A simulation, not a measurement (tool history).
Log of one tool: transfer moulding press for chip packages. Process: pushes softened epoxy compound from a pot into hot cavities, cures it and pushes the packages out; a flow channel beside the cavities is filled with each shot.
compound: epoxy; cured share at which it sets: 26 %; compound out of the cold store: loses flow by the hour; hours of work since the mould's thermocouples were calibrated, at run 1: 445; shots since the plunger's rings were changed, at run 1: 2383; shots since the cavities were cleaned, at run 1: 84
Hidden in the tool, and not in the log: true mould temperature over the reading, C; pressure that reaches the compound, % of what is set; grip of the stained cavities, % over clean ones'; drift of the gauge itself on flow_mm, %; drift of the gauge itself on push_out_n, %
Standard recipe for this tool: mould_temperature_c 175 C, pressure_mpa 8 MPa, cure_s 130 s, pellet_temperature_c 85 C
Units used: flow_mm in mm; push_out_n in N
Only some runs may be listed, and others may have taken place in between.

run	day	mould_temperature_c	pressure_mpa	cure_s	pellet_temperature_c	hours of work since the mould's thermocouples were calibrated	shots since the plunger's rings were changed	shots since the cavities were cleaned	incoming compound's hours out of the cold store	flow_mm	push_out_n
1	0	175	8	130	85	445	2383	84	20.2	582	531
2	0.992	175	8	130	85	459	2600	301	40.4	504	627
3	1.667	175	8	130	85	469	2747	448	39.3	508	679
4	2.225	175	8	130	85	477	2869	570	36	518	702
5	2.971	175	8	130	89	487	3032	733	10.8	616	759
6	3.654	175	8	130	89	497	3182	883	41.3	498	761
7	4.15	175	8	130	89	504	3290	991	13.6	605	791
# day 4.796: cavities cleaned with cleaning compound and waxed
8	4.796	175	8	130	89	512	3418	0	25.3	555	487
9	5.375	178	8	162	89	520	3544	126	43.6	484	525
10	5.883	176	6.91	134	82	527	3655	237	33	490	597

Run 11, settings as shown, results not yet in. Your forecast:
11	6.438	170	8	126	85	535	3777	359	29.1	?	?

{"run 11": {"flow_mm": 543, "push_out_n": 778}}
Minus the tool's unlogged condition, the same run would have read flow_mm 561 mm, push_out_n 564 N.
